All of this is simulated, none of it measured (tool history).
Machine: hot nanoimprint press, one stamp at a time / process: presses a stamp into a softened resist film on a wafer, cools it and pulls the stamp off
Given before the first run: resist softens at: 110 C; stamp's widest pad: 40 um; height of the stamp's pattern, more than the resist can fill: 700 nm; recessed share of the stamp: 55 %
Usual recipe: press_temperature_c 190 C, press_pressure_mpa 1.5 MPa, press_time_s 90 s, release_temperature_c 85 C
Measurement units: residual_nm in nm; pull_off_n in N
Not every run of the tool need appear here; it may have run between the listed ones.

| run | hour | press_temperature_c | press_pressure_mpa | press_time_s | release_temperature_c | residual_nm | pull_off_n |
|---|---|---|---|---|---|---|---|
| 1 | 0 | 190 | 1.5 | 90 | 85 | 144 | 120.6 |
| 2 | 21.1 | 190 | 1.5 | 121 | 85 | 128.6 | 122 |
| 3 | 43.8 | 194 | 1.5 | 90 | 85 | 129.2 | 122.4 |
| 4 | 60.9 | 190 | 1.5 | 90 | 71 | 142.9 | 138.8 |
| 5 | 85.4 | 183 | 1.5 | 90 | 85 | 171.3 | 124.4 |
| 6 | 100.9 | 183 | 1.5 | 90 | 85 | 171.9 | 125.2 |
| 7 | 129.3 | 183 | 1.5 | 90 | 85 | 171.3 | 125.8 |
| 8 | 154.6 | 183 | 1.5 | 90 | 85 | 171 | 127.7 |
|  | 168 | stamp cleaned and given a new release coat |
| 9 | 175 | 200 | 1.5 | 90 | 85 | 111.1 | 120.3 |
| 10 | 203.3 | 200 | 1.5 | 90 | 85 | 111 | 122 |
| 11 | 228.8 | 196 | 1.5 | 90 | 85 | 122.5 | 123 |
|  | 248.4 | plate thermocouple calibrated |
| 12 | 258.7 | 190 | 1.5 | 89 | 85 | 140.2 | 123.4 |
| 13 | 280.8 | 190 | 1.5 | 89 | 85 | 140.9 | 124.6 |
| 14 | 305.2 | 190 | 1.5 | 89 | 85 | 140.3 | 124.9 |
| 15 | 328.8 | 190 | 1.5 | 90 | 85 | 139.7 | 126.2 |
|  | 334.1 | plate thermocouple calibrated, once more |
|  | 342.4 | stamp cleaned and given a new release coat |
| 16 | 351.8 | 190 | 1.5 | 90 | 85 | 145.7 | 121.6 |
| 17 | 374.8 | 190 | 1.5 | 90 | 85 | 145.9 | 122.9 |
| 18 | 389.7 | 189 | 1.5 | 56 | 84 | 176.9 | 124.1 |
| 19 | 409.2 | 183 | 1.98 | 140 | 85 | 131.8 | 123.9 |
| 20 | 423.1 | 183 | 1.98 | 140 | 85 | 132 | 124.3 |
| 21 | 437.3 | 194 | 1.5 | 90 | 81 | 132.2 | 129 |
| 22 | 459.1 | 194 | 1.5 | 90 | 81 | 131.9 | 131.4 |
| 23 | 484.6 | 194 | 1.56 | 90 | 81 | 129.5 | 132.1 |
| 24 | 498.5 | 190 | 1.06 | 95 | 77 | 168.9 | 137.2 |
|  | 510.9 | stamp cleaned and given a new release coat |
| 25 | 522.7 | 194 | 1.06 | 149 | 77 | 129.5 | 130 |
| 26 | 553.5 | 190 | 1.54 | 90 | 72 | 143.9 | 137.7 |
| 27 | 573.4 | 190 | 1.54 | 90 | 72 | 143.2 | 137.9 |
| 28 | 598.5 | 190 | 1.54 | 90 | 84 | 143.4 | 125.2 |
| 29 | 611.2 | 181 | 1.14 | 53 | 70 | 238.1 | 141.5 |

Forecast each of these 5 alternatives for the next run:
| A | 627.8 | 190 | 1.56 | 83 | 79 | ? | ? |
| B | 627.8 | 190 | 1.5 | 173 | 75 | ? | ? |
| C | 627.8 | 187 | 1.87 | 91 | 70 | ? | ? |
| D | 627.8 | 192 | 1.14 | 56 | 90 | ? | ? |
| E | 627.8 | 181 | 1.48 | 49 | 70 | ? | ? |

| run | residual_nm | pull_off_n |
|---|---|---|
| A | 147.6 | 132.1 |
| B | 114.1 | 136.9 |
| C | 141.2 | 143.3 |
| D | 185 | 120.1 |
| E | 222.2 | 142.7 |
With no hidden state in the tool, these same runs would have given:
| run | residual_nm | pull_off_n |
|---|---|---|
| A | 145.1 | 127.3 |
| B | 112.2 | 131.9 |
| C | 137.8 | 138.1 |
| D | 183.7 | 115.8 |
| E | 220 | 137.5 |

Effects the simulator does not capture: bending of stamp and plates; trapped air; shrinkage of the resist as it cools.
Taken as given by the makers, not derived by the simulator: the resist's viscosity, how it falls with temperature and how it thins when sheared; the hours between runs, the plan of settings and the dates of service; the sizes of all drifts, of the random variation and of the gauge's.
